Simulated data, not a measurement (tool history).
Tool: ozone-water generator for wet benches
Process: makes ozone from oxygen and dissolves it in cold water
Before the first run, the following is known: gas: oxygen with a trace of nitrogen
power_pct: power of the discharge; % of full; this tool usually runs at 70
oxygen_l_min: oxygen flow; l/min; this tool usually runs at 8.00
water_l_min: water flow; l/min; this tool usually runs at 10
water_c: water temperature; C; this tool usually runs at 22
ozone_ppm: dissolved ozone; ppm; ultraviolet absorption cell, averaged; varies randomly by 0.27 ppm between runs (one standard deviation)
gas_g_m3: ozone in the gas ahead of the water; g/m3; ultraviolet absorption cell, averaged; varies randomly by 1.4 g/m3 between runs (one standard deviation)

run	day	power_pct	oxygen_l_min	water_l_min	water_c	ozone_ppm	gas_g_m3
1	0.000	70	8.00	10	22	40.8	256.6
2	1.400	70	8.00	10	22	41.2	257.2
3	2.292	70	8.00	10	22	41.1	255.1
4	3.704	70	8.00	10	22	41.1	257.5
5	5.104	70	8.00	10	22	40.8	254.3
6	6.150	70	8.00	10	22	41.3	255.7
7	7.567	70	8.23	10	22	40.2	253.8
8	8.900	70	8.23	10	22	40.4	250.8
9	9.638	70	8.23	10	22	40.7	251.5
10	10.396	70	8.23	10	22	40.5	252.6
11	11.388	70	8.23	10	22	40.9	252.4
12	12.108	70	8.23	15	22	30.9	254.1
13	12.900	70	8.23	15	22	30.6	250.9
14	13.883	70	8.23	15	22	30.5	251.4
15	15.321	70	8.23	15	22	30.6	251.3
16	16.742	70	8.00	10	22	40.4	255.8
17	18.129	91	5.85	15	26	36.0	362.5
18	19.292	91	5.85	13	26	41.1	364.0
19	20.712	55	8.00	14	22	26.8	210.0
20	22.062	49	7.44	11	17	33.0	198.9
21	22.875	70	12.88	10	16	41.5	202.3
22	24.238	70	12.88	10	16	41.1	200.4
23	25.679	40	8.00	10	14	31.2	161.2
24	26.833	40	8.86	8	14	34.8	155.5
25	28.167	40	8.86	14	14	24.3	152.0
26	29.417	69	12.65	11	21	34.3	200.3
27	30.075	70	8.00	10	19	43.6	253.3
28	31.592	70	8.00	10	19	43.1	252.4
29	32.558	70	8.80	10	18	43.2	239.7
30	33.542	51	6.46	12	30	24.2	217.7
31	34.488	51	6.46	12	30	24.0	219.6
32	35.629	51	6.46	12	30	24.0	219.3

Some steps in ozone_ppm between neighbouring runs. How much of each would the tool show without its hidden state too (settings, what came in, random variation), and how much is left for the hidden state, with any gauge scatter that isn't in both results?
The tool's hidden condition here consists of: yield of the discharge, % of new electrodes'; contactor's efficiency, % of a clean one's; true water temperature over the reading, C; drift of the gauge itself on ozone_ppm, %; drift of the gauge itself on gas_g_m3, %.
Run 18 -> 19: power_pct 91 -> 55, oxygen_l_min 5.85 -> 8.00, water_l_min 13 -> 14, water_c 26 -> 22. ozone_ppm -14.3 ppm: hidden state +1.0, all else -15.3.
Run 22 -> 23: power_pct 70 -> 40, oxygen_l_min 12.88 -> 8.00, water_c 16 -> 14. ozone_ppm -9.9 ppm: hidden state +0.8, all else -10.7.
Run 24 -> 25: water_l_min 8 -> 14. ozone_ppm -10.5 ppm: hidden state +0.1, all else -10.6.
Run 29 -> 30: power_pct 70 -> 51, oxygen_l_min 8.80 -> 6.46, water_l_min 10 -> 12, water_c 18 -> 30. ozone_ppm -19.0 ppm: hidden state +1.1, all else -20.1.

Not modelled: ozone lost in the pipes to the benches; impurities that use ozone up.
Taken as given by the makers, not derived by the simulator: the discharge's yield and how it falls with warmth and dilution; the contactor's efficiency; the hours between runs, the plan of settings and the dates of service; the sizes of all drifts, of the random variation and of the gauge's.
